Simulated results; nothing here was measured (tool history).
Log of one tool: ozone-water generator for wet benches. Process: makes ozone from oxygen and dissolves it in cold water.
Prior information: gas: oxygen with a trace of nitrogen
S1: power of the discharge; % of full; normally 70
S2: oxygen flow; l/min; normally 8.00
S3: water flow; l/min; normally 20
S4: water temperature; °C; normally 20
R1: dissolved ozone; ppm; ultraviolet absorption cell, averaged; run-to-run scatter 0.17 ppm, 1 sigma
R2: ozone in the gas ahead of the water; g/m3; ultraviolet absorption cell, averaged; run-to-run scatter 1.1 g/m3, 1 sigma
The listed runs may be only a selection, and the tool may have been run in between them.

run      day  S1     S2  S3  S4    R1     R2
  1    0.000  70   8.00  20  20  20.0  168.9
  2    4.533  70   8.00  20  20  19.8  167.7
  3    9.692  70   8.00  20  20  20.3  167.9
      13.779  -- contactor cleaned
  4   14.717  70   8.00  20  20  20.4  169.1
  5   18.238  70   8.00  20  20  20.1  165.9
  6   20.708  70   8.00  20  26  18.1  166.6
  7   25.183  70   8.00  20  26  18.2  166.4
  8   28.583  70   8.00  20  26  18.2  165.6
  9   34.225  70   8.00  20  26  17.9  163.4
      37.046  -- water thermometer calibrated
 10   39.112  70  11.99  20  26  18.2  144.7
 11   44.188  70  11.99  20  26  17.7  143.1
 12   47.321  70  11.99  20  26  18.0  142.4
 13   52.592  70  11.99  20  26  17.5  140.8
 14   56.467  70   4.54  20  26  16.4  196.2
 15   58.858  70   4.54  20  26  16.3  195.0
 16   63.012  70   8.00  20  20  19.6  161.5
 17   67.617  70   8.00  20  23  18.5  160.1
 18   71.571  70   8.00  20  23  18.2  160.2
 19   76.225  70   8.00  20  23  18.2  157.5
 20   79.942  70   8.00  20  13  21.6  157.9
 21   82.771  70   8.00  20  13  21.6  156.8
 22   86.454  67   4.36  32  16  11.3  186.2
 23   90.804  98   9.41  14  21  27.4  170.5
 24   94.829  41   5.22  14  21  18.4  142.5
 25  100.492  70  12.07  20  20  19.1  134.9
 26  105.467  95   4.30  18  25  19.5  219.5
 27  109.138  95   4.30  18  25  19.4  216.9
 28  111.488  70   5.05  20  20  17.4  179.2
 29  116.200  93   5.80  20  20  20.2  193.3
 30  121.621  93   7.53  21  17  21.3  176.9
 31  124.038  93   7.53  16  16  26.0  176.4
 32  127.342  70   5.64  28  19  13.4  171.1

5 ways to go on from here, each from the tool as it stands after run 32. What would each give?
  A  131.612  70  6.25  28  22   ?   ?
  B  131.612  43  8.00  20  20   ?   ?
  C  131.612  70  4.00  28  17   ?   ?
  D  131.612  94  8.00  20  20   ?   ?
  E  131.612  70  5.66  28  16   ?   ?

run    R1     R2
  A  12.9  163.8
  B  14.8  123.0
  C  12.3  189.9
  D  20.6  171.0
  E  13.7  169.6
Stripped of hidden state, with their random variation kept, the same runs would have yielded:
run    R1     R2
  A  16.9  208.3
  B  18.3  147.7
  C  16.0  241.5
  D  27.9  224.9
  E  18.0  215.7
